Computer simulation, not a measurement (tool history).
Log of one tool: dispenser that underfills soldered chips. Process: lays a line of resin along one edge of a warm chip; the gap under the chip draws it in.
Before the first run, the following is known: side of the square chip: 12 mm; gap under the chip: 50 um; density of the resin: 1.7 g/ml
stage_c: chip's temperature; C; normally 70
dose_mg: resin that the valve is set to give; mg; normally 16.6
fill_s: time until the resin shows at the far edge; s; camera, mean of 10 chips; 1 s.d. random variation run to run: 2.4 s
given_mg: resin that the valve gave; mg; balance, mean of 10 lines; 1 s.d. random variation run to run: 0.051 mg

| run | hour | stage_c | dose_mg | fill_s | given_mg |
|---|---|---|---|---|---|
| 1 | 0 | 70 | 16.6 | 258.1 | 16.08 |
| 2 | 5 | 70 | 16.6 | 291.1 | 16.07 |
|  | 11.3 | new syringe of resin |
| 3 | 12.9 | 75 | 16.6 | 173.8 | 16.04 |
| 4 | 17.3 | 67 | 16.6 | 296.7 | 15.96 |
|  | 22.9 | dispensing valve cleaned and set on the balance |
| 5 | 23.1 | 67 | 16.6 | 330.5 | 16.61 |
| 6 | 27.4 | 65 | 16.6 | 414.3 | 16.55 |
|  | 30.4 | new syringe of resin |
| 7 | 35.4 | 70 | 16.8 | 239.9 | 16.78 |
| 8 | 42.9 | 70 | 16.8 | 287.5 | 16.77 |
|  | 48.1 | new syringe of resin |
| 9 | 51.4 | 70 | 16.3 | 228.1 | 16.11 |
| 10 | 60.1 | 72 | 16.2 | 256 | 16 |
|  | 66.2 | new syringe of resin |
| 11 | 67.9 | 65 | 18.6 | 290 | 18.37 |
| 12 | 72.3 | 74 | 19 | 195 | 18.62 |
| 13 | 79.8 | 67 | 19.6 | 341.6 | 19.21 |
|  | 84.1 | new syringe of resin |
| 14 | 86.8 | 67 | 19.6 | 256.6 | 19.16 |
| 15 | 90.6 | 62 | 19.6 | 370.4 | 19.14 |
| 16 | 95.9 | 57 | 19.6 | 568.7 | 19.02 |
|  | 102 | new syringe of resin |
| 17 | 102 | 57 | 19.6 | 425.3 | 18.95 |

Here are 5 independent what-if runs from the current tool condition. What would each one return?
| A | 106.1 | 64 | 19 | ? | ? |
| B | 106.1 | 80 | 15.1 | ? | ? |
| C | 106.1 | 62 | 16.6 | ? | ? |
| D | 106.1 | 72 | 19.4 | ? | ? |
| E | 106.1 | 62 | 19.2 | ? | ? |

| run | fill_s | given_mg |
|---|---|---|
| A | 312.1 | 18.43 |
| B | 139.3 | 14.74 |
| C | 359.2 | 15.99 |
| D | 200.6 | 18.75 |
| E | 351 | 18.61 |
What these runs would have given with no unlogged condition in the tool:
| run | fill_s | given_mg |
|---|---|---|
| A | 317.1 | 19 |
| B | 139.1 | 15.2 |
| C | 364 | 16.48 |
| D | 202.8 | 19.34 |
| E | 357.1 | 19.19 |
